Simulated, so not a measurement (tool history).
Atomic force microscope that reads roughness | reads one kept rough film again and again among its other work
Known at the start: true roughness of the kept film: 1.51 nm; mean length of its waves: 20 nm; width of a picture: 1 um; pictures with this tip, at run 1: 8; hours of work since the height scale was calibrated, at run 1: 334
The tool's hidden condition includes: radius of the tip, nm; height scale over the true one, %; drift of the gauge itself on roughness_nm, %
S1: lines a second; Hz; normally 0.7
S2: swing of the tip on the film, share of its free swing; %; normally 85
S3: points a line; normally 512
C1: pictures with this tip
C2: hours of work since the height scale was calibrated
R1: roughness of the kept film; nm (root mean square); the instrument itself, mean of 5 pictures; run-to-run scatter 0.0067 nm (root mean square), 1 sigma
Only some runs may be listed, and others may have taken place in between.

run	day	S1	S2	S3	C1	C2	R1
1	0	0.7	85	512	8	334	1.323
2	0.921	0.7	85	512	35	345	1.232
# day 1.954: new tip fitted
3	2.171	0.7	85	512	6	359	1.334
4	3.375	0.7	55	512	42	372	1.233
# day 4.279: new tip fitted
5	4.675	0.7	85	951	11	387	1.336
6	5.521	0.535	85	512	36	396	1.245
7	6.429	0.535	85	512	63	407	1.164
# day 6.55: new tip fitted
8	7.733	0.7	66	512	35	421	1.258
# day 8.788: new tip fitted
9	8.821	0.7	66	512	0	434	1.377
10	9.546	0.7	85	339	22	442	1.26
11	10.588	0.7	85	339	53	454	1.158
# day 11.092: new tip fitted
12	11.425	0.7	64	512	10	463	1.35
13	12.792	0.7	64	512	50	478	1.204
# day 13.325: new tip fitted
14	14.288	0.7	64	512	28	495	1.28

What will run 15 give?
15	15.012	2.467	85	512	50	503	?

Run 15 produced R1 1.103 nm (root mean square).
With the hidden condition absent and the run-to-run variation left alone, this run would have shown R1 1.266 nm (root mean square).

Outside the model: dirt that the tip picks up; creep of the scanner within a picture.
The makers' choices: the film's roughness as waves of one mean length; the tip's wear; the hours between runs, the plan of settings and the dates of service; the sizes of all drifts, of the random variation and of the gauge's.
